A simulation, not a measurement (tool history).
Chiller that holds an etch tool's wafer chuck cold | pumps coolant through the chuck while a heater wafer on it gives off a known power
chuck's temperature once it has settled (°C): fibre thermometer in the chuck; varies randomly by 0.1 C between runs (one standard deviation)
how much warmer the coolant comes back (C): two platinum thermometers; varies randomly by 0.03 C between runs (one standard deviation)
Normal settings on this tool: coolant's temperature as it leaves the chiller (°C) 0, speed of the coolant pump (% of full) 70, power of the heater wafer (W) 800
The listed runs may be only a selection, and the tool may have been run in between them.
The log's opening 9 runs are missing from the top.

| run | hour | coolant's temperature as it leaves the chiller (°C) | speed of the coolant pump (% of full) | power of the heater wafer (W) | hours since the coolant was changed and the channels were flushed | hours since the pump was overhauled | hours since the chiller's thermometer was calibrated | chuck's temperature once it has settled (°C) | how much warmer the coolant comes back (C) |
|---|---|---|---|---|---|---|---|---|---|
| 10 | 611.8 | 0 | 80 | 800 | 4048 | 4165 | 726 | 8.2 | 2.08 |
| 11 | 660.5 | 0 | 80 | 800 | 4097 | 4214 | 774 | 8.4 | 2.10 |
| 12 | 740.3 | 0 | 80 | 800 | 4177 | 4294 | 854 | 8.2 | 2.09 |
| 13 | 835.3 | 0 | 70 | 800 | 4272 | 4389 | 949 | 9.2 | 2.45 |
|  | 842.8 | chiller's thermometer calibrated |
| 14 | 931.2 | 0 | 70 | 800 | 4367 | 4484 | 88 | 9.0 | 2.37 |
| 15 | 993.8 | 0 | 70 | 800 | 4429 | 4546 | 151 | 9.0 | 2.43 |
|  | 1041.8 | chiller's thermometer calibrated, once more |
| 16 | 1041.8 | 5 | 70 | 800 | 4476 | 4593 | 0 | 14.0 | 2.42 |
| 17 | 1109.6 | 5 | 70 | 800 | 4544 | 4661 | 68 | 14.1 | 2.43 |
| 18 | 1180.1 | -9 | 70 | 883 | 4615 | 4732 | 138 | 1.1 | 2.68 |
| 19 | 1224.3 | 7 | 65 | 420 | 4659 | 4776 | 183 | 12.0 | 1.38 |
| 20 | 1282.0 | 0 | 70 | 626 | 4716 | 4833 | 240 | 7.3 | 1.93 |
| 21 | 1339.6 | 0 | 70 | 626 | 4774 | 4891 | 298 | 7.2 | 1.90 |
| 22 | 1393.6 | 0 | 70 | 626 | 4828 | 4945 | 352 | 7.3 | 1.92 |
| 23 | 1446.3 | 0 | 70 | 626 | 4881 | 4998 | 405 | 7.4 | 1.87 |
| 24 | 1490.9 | 0 | 70 | 1097 | 4925 | 5042 | 449 | 12.8 | 3.35 |
| 25 | 1547.4 | 0 | 70 | 1097 | 4982 | 5099 | 506 | 12.6 | 3.40 |
| 26 | 1587.8 | 0 | 79 | 610 | 5022 | 5139 | 546 | 6.6 | 1.65 |
| 27 | 1666.1 | 7 | 79 | 561 | 5101 | 5218 | 624 | 13.2 | 1.54 |
| 28 | 1733.5 | -7 | 77 | 800 | 5168 | 5285 | 692 | 1.8 | 2.22 |
| 29 | 1813.3 | 1 | 70 | 800 | 5248 | 5365 | 772 | 10.4 | 2.51 |
| 30 | 1861.3 | -10 | 63 | 1139 | 5296 | 5413 | 820 | 4.3 | 3.98 |
| 31 | 1958.9 | -10 | 68 | 1032 | 5393 | 5510 | 917 | 2.5 | 3.32 |

Below are 5 alternative next runs, each starting from the tool's condition after run 31. Predict each:
| A | 1999.8 | -4 | 84 | 486 | 5434 | 5551 | 958 | ? | ? |
| B | 1999.8 | 0 | 68 | 1032 | 5434 | 5551 | 958 | ? | ? |
| C | 1999.8 | 10 | 82 | 724 | 5434 | 5551 | 958 | ? | ? |
| D | 1999.8 | -4 | 68 | 1032 | 5434 | 5551 | 958 | ? | ? |
| E | 1999.8 | 0 | 70 | 800 | 5434 | 5551 | 958 | ? | ? |

| run | chuck's temperature once it has settled (°C) | how much warmer the coolant comes back (C) |
|---|---|---|
| A | 1.1 | 1.28 |
| B | 12.5 | 3.34 |
| C | 17.7 | 1.89 |
| D | 8.5 | 3.34 |
| E | 9.6 | 2.51 |
Stripped of hidden state, with their random variation kept, the same runs would have yielded:
| run | chuck's temperature once it has settled (°C) | how much warmer the coolant comes back (C) |
|---|---|---|
| A | 0.2 | 1.15 |
| B | 10.5 | 2.99 |
| C | 16.5 | 1.69 |
| D | 6.5 | 3.00 |
| E | 8.1 | 2.25 |
